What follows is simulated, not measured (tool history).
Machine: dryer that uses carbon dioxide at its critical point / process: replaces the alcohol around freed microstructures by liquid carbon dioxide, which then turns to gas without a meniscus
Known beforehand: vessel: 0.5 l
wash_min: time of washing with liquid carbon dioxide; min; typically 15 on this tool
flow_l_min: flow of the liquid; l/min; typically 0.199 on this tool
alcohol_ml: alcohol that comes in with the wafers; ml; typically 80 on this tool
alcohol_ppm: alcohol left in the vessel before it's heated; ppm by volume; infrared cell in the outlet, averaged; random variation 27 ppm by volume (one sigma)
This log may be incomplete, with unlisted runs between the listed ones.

{"run": 1, "hour": 0.0, "wash_min": 15, "flow_l_min": 0.199, "alcohol_ml": 80, "alcohol_ppm": 2201}
{"run": 2, "hour": 8.9, "wash_min": 15, "flow_l_min": 0.199, "alcohol_ml": 80, "alcohol_ppm": 2141}
{"run": 3, "hour": 15.9, "wash_min": 15, "flow_l_min": 0.199, "alcohol_ml": 80, "alcohol_ppm": 2208}
{"run": 4, "hour": 22.1, "wash_min": 15, "flow_l_min": 0.199, "alcohol_ml": 80, "alcohol_ppm": 2245}
{"run": 5, "hour": 30.1, "wash_min": 15, "flow_l_min": 0.14, "alcohol_ml": 80, "alcohol_ppm": 7374}
{"run": 6, "hour": 35.6, "wash_min": 15, "flow_l_min": 0.199, "alcohol_ml": 80, "alcohol_ppm": 2252}
{"run": 7, "hour": 43.4, "wash_min": 15, "flow_l_min": 0.199, "alcohol_ml": 31, "alcohol_ppm": 914}
{"run": 8, "hour": 49.8, "wash_min": 15, "flow_l_min": 0.199, "alcohol_ml": 80, "alcohol_ppm": 2329}
{"run": 9, "hour": 55.3, "wash_min": 15, "flow_l_min": 0.199, "alcohol_ml": 80, "alcohol_ppm": 2173}
{"run": 10, "hour": 60.2, "wash_min": 15, "flow_l_min": 0.199, "alcohol_ml": 80, "alcohol_ppm": 2347}
{"run": 11, "hour": 67.2, "wash_min": 15, "flow_l_min": 0.199, "alcohol_ml": 80, "alcohol_ppm": 2244}
{"run": 12, "hour": 75.7, "wash_min": 15, "flow_l_min": 0.199, "alcohol_ml": 80, "alcohol_ppm": 2288}
{"run": 13, "hour": 82.0, "wash_min": 15, "flow_l_min": 0.199, "alcohol_ml": 80, "alcohol_ppm": 2318}
{"run": 14, "hour": 91.3, "wash_min": 16, "flow_l_min": 0.336, "alcohol_ml": 80, "alcohol_ppm": 158}
{"run": 15, "hour": 99.2, "wash_min": 16, "flow_l_min": 0.336, "alcohol_ml": 80, "alcohol_ppm": 169}
{"run": 16, "hour": 108.5, "wash_min": 10, "flow_l_min": 0.336, "alcohol_ml": 80, "alcohol_ppm": 1552}
{"run": 17, "hour": 113.9, "wash_min": 10, "flow_l_min": 0.336, "alcohol_ml": 80, "alcohol_ppm": 1559}
{"run": 18, "hour": 119.0, "wash_min": 15, "flow_l_min": 0.229, "alcohol_ml": 82, "alcohol_ppm": 1340}
{"run": 19, "hour": 126.4, "wash_min": 15, "flow_l_min": 0.168, "alcohol_ml": 82, "alcohol_ppm": 4434}
{"run": 20, "hour": 135.4, "wash_min": 15, "flow_l_min": 0.168, "alcohol_ml": 82, "alcohol_ppm": 4445}
{"run": 21, "hour": 141.9, "wash_min": 18, "flow_l_min": 0.224, "alcohol_ml": 45, "alcohol_ppm": 397}
{"run": 22, "hour": 149.0, "wash_min": 18, "flow_l_min": 0.224, "alcohol_ml": 45, "alcohol_ppm": 392}
{"run": 23, "hour": 154.1, "wash_min": 9, "flow_l_min": 0.247, "alcohol_ml": 94, "alcohol_ppm": 8156}
{"run": 24, "hour": 159.6, "wash_min": 15, "flow_l_min": 0.199, "alcohol_ml": 44, "alcohol_ppm": 1358}

Each row is a separate what-if for the run after 24, all from the same tool condition, not one after another. Results?
{"run": "A", "hour": 167.4, "wash_min": 15, "flow_l_min": 0.253, "alcohol_ml": 44, "alcohol_ppm": "?"}
{"run": "B", "hour": 167.4, "wash_min": 13, "flow_l_min": 0.199, "alcohol_ml": 79, "alcohol_ppm": "?"}
{"run": "C", "hour": 167.4, "wash_min": 15, "flow_l_min": 0.137, "alcohol_ml": 44, "alcohol_ppm": "?"}

run=A alcohol_ppm=529
run=B alcohol_ppm=4058
run=C alcohol_ppm=4649
What these runs would have given with no unlogged condition in the tool:
run=A alcohol_ppm=312
run=B alcohol_ppm=3121
run=C alcohol_ppm=3755

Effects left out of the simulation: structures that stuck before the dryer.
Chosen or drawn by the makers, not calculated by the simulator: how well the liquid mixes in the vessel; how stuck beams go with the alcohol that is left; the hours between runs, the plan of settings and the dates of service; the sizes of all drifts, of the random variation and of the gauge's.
